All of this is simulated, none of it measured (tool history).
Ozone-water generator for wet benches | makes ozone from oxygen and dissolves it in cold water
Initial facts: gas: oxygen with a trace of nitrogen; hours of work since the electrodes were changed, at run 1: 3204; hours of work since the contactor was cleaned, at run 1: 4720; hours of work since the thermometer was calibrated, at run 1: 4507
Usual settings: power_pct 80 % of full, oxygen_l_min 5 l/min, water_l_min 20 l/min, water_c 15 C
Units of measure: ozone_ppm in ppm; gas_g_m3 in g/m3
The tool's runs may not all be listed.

run,hour,power_pct,oxygen_l_min,water_l_min,water_c,hours of work since the electrodes were changed,hours of work since the contactor was cleaned,hours of work since the thermometer was calibrated,ozone_ppm,gas_g_m3
1,0,80,5,20,15,3204,4720,4507,21.3,192.8
2,53.9,80,5,20,14,3254,4771,4558,21.7,193.5
3,137.5,80,3.12,20,15,3333,4850,4637,20.8,259.9
4,193.3,80,3.12,20,15,3386,4903,4689,21,257.9
5,238.5,80,3.12,20,15,3428,4945,4732,21.2,258.5
6,305.1,80,3.12,20,15,3491,5008,4795,20.9,259.2
7,346.1,80,3.12,20,15,3530,5046,4833,20.8,259.9
8,399.4,80,5,20,15,3580,5097,4884,21.1,193.9
9,456.6,80,5,20,15,3634,5151,4937,21.4,193.2
10,499.8,80,5,20,15,3675,5191,4978,21.2,195.6
11,581.5,80,5,14,15,3752,5268,5055,28.1,193.7
12,644.3,80,4.22,13,11,3811,5327,5114,32.7,215.3
13,699,91,7.68,13,15,3862,5379,5166,29.6,160.8
14,762.1,91,7.68,15,16,3922,5439,5225,26.6,159.9

Run 15 has not been measured yet. What should we expect?
15,840.2,80,4.9,20,15,3995,5512,5299,?,?

For run 15 the tool returned ozone_ppm 21.3 ppm, gas_g_m3 198.3 g/m3.
Were there no unlogged condition in the tool, this run, its random variation unchanged, would have produced ozone_ppm 21.4 ppm, gas_g_m3 197 g/m3.

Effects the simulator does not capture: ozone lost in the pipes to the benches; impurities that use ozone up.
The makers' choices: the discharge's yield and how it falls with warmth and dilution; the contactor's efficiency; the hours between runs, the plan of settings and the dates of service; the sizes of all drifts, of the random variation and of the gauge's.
